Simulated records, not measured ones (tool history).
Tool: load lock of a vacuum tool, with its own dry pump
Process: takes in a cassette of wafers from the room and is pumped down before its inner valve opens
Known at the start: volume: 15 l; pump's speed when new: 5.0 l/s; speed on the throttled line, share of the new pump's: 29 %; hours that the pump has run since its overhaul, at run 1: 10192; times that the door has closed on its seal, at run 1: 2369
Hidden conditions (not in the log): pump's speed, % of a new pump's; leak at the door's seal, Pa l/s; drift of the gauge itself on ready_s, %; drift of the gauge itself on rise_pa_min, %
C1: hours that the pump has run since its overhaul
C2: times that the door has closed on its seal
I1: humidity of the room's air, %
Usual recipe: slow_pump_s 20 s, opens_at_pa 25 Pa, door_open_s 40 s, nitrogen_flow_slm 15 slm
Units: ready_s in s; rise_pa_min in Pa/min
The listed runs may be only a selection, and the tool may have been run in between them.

{"run": 1, "hour": 0.0, "slow_pump_s": 20, "opens_at_pa": 25, "door_open_s": 40, "nitrogen_flow_slm": 15, "C1": 10192, "C2": 2369, "I1": 45.3, "ready_s": 42.1, "rise_pa_min": 0.035}
{"run": 2, "hour": 106.1, "slow_pump_s": 20, "opens_at_pa": 25, "door_open_s": 40, "nitrogen_flow_slm": 15, "C1": 10298, "C2": 2479, "I1": 45.4, "ready_s": 42.2, "rise_pa_min": 0.046}
{"run": 3, "hour": 215.3, "slow_pump_s": 20, "opens_at_pa": 25, "door_open_s": 40, "nitrogen_flow_slm": 15, "C1": 10407, "C2": 2593, "I1": 42.2, "ready_s": 42.0, "rise_pa_min": 0.042}
{"run": 4, "hour": 320.8, "slow_pump_s": 20, "opens_at_pa": 45, "door_open_s": 40, "nitrogen_flow_slm": 15, "C1": 10512, "C2": 2702, "I1": 44.0, "ready_s": 40.3, "rise_pa_min": 0.047}
{"run": 5, "hour": 417.9, "slow_pump_s": 20, "opens_at_pa": 45, "door_open_s": 40, "nitrogen_flow_slm": 15, "C1": 10609, "C2": 2803, "I1": 42.7, "ready_s": 40.3, "rise_pa_min": 0.048}
{"run": 6, "hour": 518.2, "slow_pump_s": 20, "opens_at_pa": 45, "door_open_s": 40, "nitrogen_flow_slm": 15, "C1": 10710, "C2": 2906, "I1": 43.0, "ready_s": 40.0, "rise_pa_min": 0.041}
{"run": 7, "hour": 584.0, "slow_pump_s": 20, "opens_at_pa": 25, "door_open_s": 40, "nitrogen_flow_slm": 15, "C1": 10776, "C2": 2975, "I1": 43.5, "ready_s": 43.2, "rise_pa_min": 0.04}
{"run": 8, "hour": 641.8, "slow_pump_s": 20, "opens_at_pa": 25, "door_open_s": 81, "nitrogen_flow_slm": 15, "C1": 10833, "C2": 3035, "I1": 44.1, "ready_s": 42.3, "rise_pa_min": 0.048}
{"run": 9, "hour": 695.5, "slow_pump_s": 20, "opens_at_pa": 25, "door_open_s": 40, "nitrogen_flow_slm": 15, "C1": 10887, "C2": 3090, "I1": 43.4, "ready_s": 43.6, "rise_pa_min": 0.049}
{"run": 10, "hour": 758.1, "slow_pump_s": 25, "opens_at_pa": 25, "door_open_s": 40, "nitrogen_flow_slm": 15, "C1": 10950, "C2": 3155, "I1": 45.3, "ready_s": 46.2, "rise_pa_min": 0.054}
{"run": 11, "hour": 866.4, "slow_pump_s": 34, "opens_at_pa": 25, "door_open_s": 40, "nitrogen_flow_slm": 15, "C1": 11058, "C2": 3267, "I1": 44.0, "ready_s": 51.7, "rise_pa_min": 0.047}
{"run": 12, "hour": 962.3, "slow_pump_s": 34, "opens_at_pa": 25, "door_open_s": 40, "nitrogen_flow_slm": 15, "C1": 11154, "C2": 3367, "I1": 46.4, "ready_s": 52.2, "rise_pa_min": 0.043}

Run 13, settings as shown, results not yet in. Your forecast:
{"run": 13, "hour": 1010.8, "slow_pump_s": 28, "opens_at_pa": 25, "door_open_s": 190, "nitrogen_flow_slm": 13, "C1": 11202, "C2": 3417, "I1": 43.9, "ready_s": "?", "rise_pa_min": "?"}

Run 13 measured ready_s 47.5 s, rise_pa_min 0.063 Pa/min.
With no hidden state in the tool, this same run would have given ready_s 44.7 s, rise_pa_min 0.043 Pa/min.
